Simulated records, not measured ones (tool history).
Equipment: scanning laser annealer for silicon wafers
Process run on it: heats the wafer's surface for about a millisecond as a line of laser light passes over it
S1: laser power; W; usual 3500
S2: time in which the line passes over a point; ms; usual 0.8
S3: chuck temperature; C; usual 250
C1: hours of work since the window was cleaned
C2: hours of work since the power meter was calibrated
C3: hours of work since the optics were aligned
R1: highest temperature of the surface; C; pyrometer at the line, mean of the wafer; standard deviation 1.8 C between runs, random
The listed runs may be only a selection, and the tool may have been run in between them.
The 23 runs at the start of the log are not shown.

Run 24, hour 1647.4: usual settings but S1 3018 W, S2 0.77 ms; C1 625; C2 2775; C3 330. Result: R1 896 C.
Run 25, hour 1692: usual settings but S1 3018 W, S2 0.77 ms; C1 657; C2 2808; C3 363. Result: R1 893 C.
Run 26, hour 1765: usual settings but S1 3018 W, S2 0.77 ms; C1 711; C2 2861; C3 416. Result: R1 891 C.
Run 27, hour 1851: usual settings but S1 3840 W, S2 0.645 ms; C1 774; C2 2925; C3 480. Result: R1 995 C.
At hour 1912.5: window over the wafer cleaned.
Run 28, hour 1928.2: usual settings but S1 3840 W, S2 0.645 ms; C1 12; C2 2980; C3 535. Result: R1 1021 C.
Run 29, hour 1986.2: usual settings but S1 3085 W, S2 0.668 ms; C1 54; C2 3023; C3 578. Result: R1 884 C.
Run 30, hour 2043.4: usual settings but S1 3552 W, S2 0.668 ms, S3 246 C; C1 96; C2 3065; C3 620. Result: R1 971 C.
Run 31, hour 2100.8: usual settings but S2 0.735 ms, S3 252 C; C1 139; C2 3107; C3 662. Result: R1 994 C.
Run 32, hour 2142.8: usual settings but S2 0.735 ms, S3 252 C; C1 169; C2 3138; C3 693. Result: R1 994 C.

Below are 5 alternative next runs, each starting from the tool's condition after run 32. Predict each:
Run A, hour 2201.4: usual settings but S1 3214 W, S2 0.583 ms, S3 283 C; C1 213; C2 3181; C3 736. Result: R1 ?.
Run B, hour 2201.4: usual settings but S1 3790 W, S2 0.996 ms; C1 213; C2 3181; C3 736. Result: R1 ?.
Run C, hour 2201.4: usual settings but S1 3765 W, S2 0.717 ms, S3 267 C; C1 213; C2 3181; C3 736. Result: R1 ?.
Run D, hour 2201.4: usual settings but S1 3679 W, S2 0.816 ms; C1 213; C2 3181; C3 736. Result: R1 ?.
Run E, hour 2201.4: usual settings but S3 282 C; C1 213; C2 3181; C3 736. Result: R1 ?.

run    R1
  A   900
  B  1162
  C  1052
  D  1061
  E  1046
Stripped of hidden state, with their random variation kept, the same runs would have yielded:
run    R1
  A   909
  B  1176
  C  1063
  D  1073
  E  1057
